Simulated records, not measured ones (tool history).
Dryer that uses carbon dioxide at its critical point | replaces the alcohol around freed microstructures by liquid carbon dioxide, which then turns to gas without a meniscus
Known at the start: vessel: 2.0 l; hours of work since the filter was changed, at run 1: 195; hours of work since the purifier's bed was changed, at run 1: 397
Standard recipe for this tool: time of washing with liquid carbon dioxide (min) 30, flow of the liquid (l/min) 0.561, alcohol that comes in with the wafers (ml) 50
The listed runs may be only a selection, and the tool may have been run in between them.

| run | day | time of washing with liquid carbon dioxide (min) | flow of the liquid (l/min) | alcohol that comes in with the wafers (ml) | hours of work since the filter was changed | hours of work since the purifier's bed was changed | alcohol left in the vessel before it's heated (ppm by volume) |
|---|---|---|---|---|---|---|---|
| 1 | 0 | 30 | 0.561 | 50 | 195 | 397 | 127 |
| 2 | 1.304 | 30 | 0.561 | 50 | 216 | 418 | 140 |
| 3 | 2.438 | 30 | 0.561 | 50 | 234 | 436 | 143 |
| 4 | 3.817 | 30 | 0.561 | 50 | 257 | 459 | 162 |
| 5 | 5.058 | 30 | 0.561 | 50 | 277 | 479 | 157 |
| 6 | 6.804 | 30 | 0.583 | 50 | 305 | 507 | 155 |
| 7 | 8.196 | 30 | 0.583 | 50 | 328 | 530 | 164 |
| 8 | 9.212 | 30 | 0.583 | 50 | 345 | 546 | 163 |
| 9 | 10.2 | 30 | 0.561 | 50 | 361 | 562 | 180 |
|  | 11.062 | inlet filter changed |
| 10 | 11.825 | 30 | 0.561 | 50 | 12 | 588 | 168 |
| 11 | 13.258 | 30 | 0.561 | 50 | 36 | 611 | 174 |
| 12 | 15.258 | 28 | 0.561 | 50 | 68 | 644 | 199 |
| 13 | 16.346 | 28 | 0.561 | 50 | 86 | 662 | 214 |
| 14 | 17.742 | 30 | 0.561 | 50 | 109 | 684 | 194 |
| 15 | 19.1 | 30 | 0.56 | 50 | 131 | 706 | 207 |
| 16 | 20.888 | 30 | 0.561 | 50 | 160 | 735 | 214 |
| 17 | 22.058 | 30 | 0.674 | 50 | 179 | 754 | 192 |
| 18 | 23.35 | 30 | 0.674 | 50 | 200 | 775 | 200 |
| 19 | 25.096 | 30 | 0.561 | 50 | 228 | 804 | 221 |
| 20 | 27.133 | 30 | 0.372 | 50 | 261 | 837 | 596 |
| 21 | 29.188 | 30 | 0.561 | 28 | 295 | 870 | 231 |
| 22 | 31.279 | 30 | 0.561 | 30 | 329 | 904 | 241 |
| 23 | 32.8 | 30 | 0.561 | 30 | 353 | 929 | 250 |
| 24 | 33.854 | 30 | 0.561 | 30 | 370 | 946 | 262 |
|  | 34.112 | inlet filter changed |
| 25 | 35.758 | 19 | 0.344 | 102 | 27 | 976 | 4191 |
| 26 | 37.483 | 19 | 0.344 | 102 | 55 | 1004 | 4243 |
| 27 | 38.538 | 19 | 0.344 | 102 | 72 | 1022 | 4306 |
|  | 38.888 | purifier's bed changed |
| 28 | 39.696 | 37 | 0.561 | 25 | 89 | 13 | 10 |
| 29 | 40.775 | 20 | 0.45 | 75 | 106 | 31 | 1126 |
| 30 | 42.729 | 19 | 0.561 | 30 | 138 | 62 | 260 |
| 31 | 43.954 | 30 | 0.561 | 55 | 158 | 82 | 67 |
| 32 | 44.917 | 24 | 0.577 | 109 | 174 | 98 | 285 |
| 33 | 46.567 | 35 | 0.429 | 103 | 200 | 125 | 211 |
| 34 | 47.833 | 46 | 0.54 | 50 | 221 | 145 | 31 |
| 35 | 49.154 | 46 | 0.54 | 50 | 242 | 167 | 45 |
| 36 | 51.004 | 45 | 0.738 | 80 | 272 | 197 | 59 |
| 37 | 51.954 | 28 | 0.561 | 44 | 288 | 212 | 112 |
| 38 | 53.246 | 28 | 0.561 | 44 | 309 | 233 | 122 |
| 39 | 54.462 | 28 | 0.561 | 44 | 329 | 253 | 133 |
| 40 | 56.417 | 40 | 0.798 | 50 | 360 | 285 | 80 |
|  | 57.242 | inlet filter changed |
| 41 | 58.371 | 28 | 0.561 | 50 | 18 | 316 | 128 |
| 42 | 59.417 | 28 | 0.561 | 50 | 35 | 333 | 126 |
| 43 | 60.771 | 30 | 0.561 | 78 | 57 | 355 | 132 |
| 44 | 61.638 | 25 | 0.864 | 73 | 71 | 369 | 98 |
| 45 | 62.529 | 25 | 0.864 | 73 | 86 | 384 | 106 |
| 46 | 64.008 | 47 | 0.358 | 27 | 110 | 408 | 131 |
| 47 | 64.904 | 47 | 0.358 | 27 | 125 | 422 | 122 |
| 48 | 65.888 | 18 | 0.895 | 38 | 141 | 438 | 140 |

Each row is a separate what-if for the run after 48, all from the same tool condition, not one after another. Results?
| A | 67.475 | 34 | 0.347 | 50 | 166 | 464 | ? |
| B | 67.475 | 30 | 0.512 | 28 | 166 | 464 | ? |
| C | 67.475 | 30 | 0.561 | 26 | 166 | 464 | ? |

| run | alcohol left in the vessel before it's heated (ppm by volume) |
|---|---|
| A | 391 |
| B | 151 |
| C | 134 |
Take away the tool's hidden state, keep each run's random variation, and the runs would have read:
| run | alcohol left in the vessel before it's heated (ppm by volume) |
|---|---|
| A | 226 |
| B | 31 |
| C | 19 |
